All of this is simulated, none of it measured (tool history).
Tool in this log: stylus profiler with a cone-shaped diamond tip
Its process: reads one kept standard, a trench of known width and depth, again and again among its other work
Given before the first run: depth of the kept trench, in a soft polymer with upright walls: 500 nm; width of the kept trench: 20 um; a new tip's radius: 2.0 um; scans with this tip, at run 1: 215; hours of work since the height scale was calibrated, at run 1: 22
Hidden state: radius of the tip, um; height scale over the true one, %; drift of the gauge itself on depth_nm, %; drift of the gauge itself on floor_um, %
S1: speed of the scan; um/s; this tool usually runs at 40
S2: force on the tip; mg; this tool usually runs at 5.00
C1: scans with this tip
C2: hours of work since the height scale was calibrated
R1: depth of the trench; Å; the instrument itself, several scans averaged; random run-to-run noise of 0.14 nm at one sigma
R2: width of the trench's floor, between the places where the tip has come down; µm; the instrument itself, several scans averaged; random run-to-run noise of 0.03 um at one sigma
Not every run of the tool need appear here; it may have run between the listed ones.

| run | hour | S1 | S2 | C1 | C2 | R1 | R2 |
|---|---|---|---|---|---|---|---|
| 1 | 0.0 | 40 | 5.00 | 215 | 22 | 5121.7 | 17.14 |
| 2 | 68.3 | 40 | 9.85 | 586 | 59 | 5185.8 | 17.14 |
| 3 | 141.4 | 40 | 7.32 | 983 | 99 | 5155.2 | 17.10 |
| 4 | 204.9 | 40 | 1.76 | 1328 | 133 | 5057.8 | 16.94 |
| 5 | 256.3 | 40 | 5.00 | 1608 | 161 | 5116.1 | 17.06 |
| 6 | 308.7 | 40 | 5.00 | 1892 | 190 | 5115.7 | 17.08 |
| 7 | 370.4 | 40 | 5.00 | 2228 | 223 | 5116.5 | 17.08 |
| 8 | 415.8 | 64 | 2.19 | 2474 | 248 | 5065.9 | 16.79 |
| 9 | 467.4 | 64 | 2.19 | 2755 | 276 | 5063.4 | 16.77 |
| 10 | 521.7 | 37 | 3.01 | 3050 | 306 | 5077.8 | 17.01 |
| 11 | 579.6 | 37 | 14.40 | 3365 | 337 | 5235.8 | 17.06 |
| 12 | 633.1 | 26 | 2.18 | 3655 | 366 | 5063.4 | 16.98 |
| 13 | 670.6 | 77 | 6.12 | 3859 | 387 | 5129.6 | 16.84 |

What if the next run were any one of these 5? Each begins from the tool's condition after run 13:
| A | 736.6 | 44 | 2.76 | 4217 | 423 | ? | ? |
| B | 736.6 | 15 | 3.22 | 4217 | 423 | ? | ? |
| C | 736.6 | 40 | 8.99 | 4217 | 423 | ? | ? |
| D | 736.6 | 77 | 8.99 | 4217 | 423 | ? | ? |
| E | 736.6 | 53 | 8.98 | 4217 | 423 | ? | ? |

| run | R1 | R2 |
|---|---|---|
| A | 5068.5 | 16.93 |
| B | 5082.0 | 17.00 |
| C | 5168.8 | 17.02 |
| D | 5168.1 | 16.86 |
| E | 5169.6 | 16.95 |
Take away the tool's hidden state, keep each run's random variation, and the runs would have read:
| run | R1 | R2 |
|---|---|---|
| A | 5077.5 | 17.16 |
| B | 5091.0 | 17.24 |
| C | 5178.0 | 17.25 |
| D | 5177.3 | 17.09 |
| E | 5178.7 | 17.18 |
